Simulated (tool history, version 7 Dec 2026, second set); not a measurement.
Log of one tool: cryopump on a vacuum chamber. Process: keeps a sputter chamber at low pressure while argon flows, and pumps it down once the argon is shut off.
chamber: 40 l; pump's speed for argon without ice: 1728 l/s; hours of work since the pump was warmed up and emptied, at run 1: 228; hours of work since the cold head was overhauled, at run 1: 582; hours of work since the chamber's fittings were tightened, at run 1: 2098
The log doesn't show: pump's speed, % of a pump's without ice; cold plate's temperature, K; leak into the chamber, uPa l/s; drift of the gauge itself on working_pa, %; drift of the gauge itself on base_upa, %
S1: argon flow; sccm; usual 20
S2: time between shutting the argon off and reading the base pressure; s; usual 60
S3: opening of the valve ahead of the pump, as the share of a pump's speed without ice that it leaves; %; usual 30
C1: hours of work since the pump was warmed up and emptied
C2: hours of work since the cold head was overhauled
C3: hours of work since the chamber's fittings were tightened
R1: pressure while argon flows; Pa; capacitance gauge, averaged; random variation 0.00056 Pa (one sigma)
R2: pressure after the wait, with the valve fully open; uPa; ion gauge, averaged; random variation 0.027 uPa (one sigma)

Run 1, day 0: usual settings; C1 228; C2 582; C3 2098. Result: R1 0.0726 Pa, R2 1.81 uPa.
Run 2, day 0.425: usual settings; C1 237; C2 591; C3 2107. Result: R1 0.0722 Pa, R2 1.82 uPa.
Run 3, day 0.833: usual settings; C1 246; C2 599; C3 2115. Result: R1 0.0727 Pa, R2 1.9 uPa.
Run 4, day 1.308: usual settings; C1 255; C2 609; C3 2125. Result: R1 0.073 Pa, R2 1.81 uPa.
Run 5, day 2.146: usual settings; C1 272; C2 626; C3 2142. Result: R1 0.0738 Pa, R2 1.86 uPa.
Run 6, day 2.671: usual settings; C1 283; C2 637; C3 2153. Result: R1 0.0747 Pa, R2 1.91 uPa.
Run 7, day 3.179: usual settings; C1 294; C2 647; C3 2164. Result: R1 0.0743 Pa, R2 1.85 uPa.
Run 8, day 4.071: usual settings but S1 12 sccm, S2 118 s; C1 312; C2 666; C3 2182. Result: R1 0.0458 Pa, R2 1.46 uPa.
At day 4.992: pump warmed up, emptied and cooled again.
Run 9, day 5: usual settings but S1 12 sccm, S2 20 s, S3 36 %; C1 0; C2 681; C3 2197. Result: R1 0.0332 Pa, R2 3.74 uPa.
Run 10, day 5.438: usual settings but S3 18 %; C1 9; C2 690; C3 2206. Result: R1 0.1099 Pa, R2 1.69 uPa.
Run 11, day 6.121: usual settings but S1 10 sccm, S2 109 s, S3 15 %; C1 23; C2 704; C3 2220. Result: R1 0.0661 Pa, R2 1.12 uPa.
Run 12, day 6.588: usual settings but S1 13 sccm, S2 33 s, S3 27 %; C1 33; C2 713; C3 2229. Result: R1 0.0474 Pa, R2 2.58 uPa.
Run 13, day 7.425: usual settings but S1 13 sccm, S2 77 s, S3 27 %; C1 50; C2 730; C3 2246. Result: R1 0.0462 Pa, R2 1.48 uPa.

Forecast each of these 4 alternatives for the next run:
Run A, day 8.196: usual settings but S1 13 sccm, S2 77 s, S3 25 %; C1 66; C2 746; C3 2262. Result: R1 ?, R2 ?.
Run B, day 8.196: usual settings but S1 8 sccm, S2 81 s, S3 50 %; C1 66; C2 746; C3 2262. Result: R1 ?, R2 ?.
Run C, day 8.196: usual settings but S1 9 sccm, S2 75 s, S3 24 %; C1 66; C2 746; C3 2262. Result: R1 ?, R2 ?.
Run D, day 8.196: usual settings but S1 10 sccm; C1 66; C2 746; C3 2262. Result: R1 ?, R2 ?.

run      R1    R2
  A  0.0525  1.48
  B  0.0168  1.39
  C  0.0371   1.5
  D  0.0346  1.69
Without the tool's hidden state the same runs would have given:
run      R1    R2
  A  0.0513     1
  B  0.0161  0.92
  C  0.0363  1.01
  D  0.0337  1.22
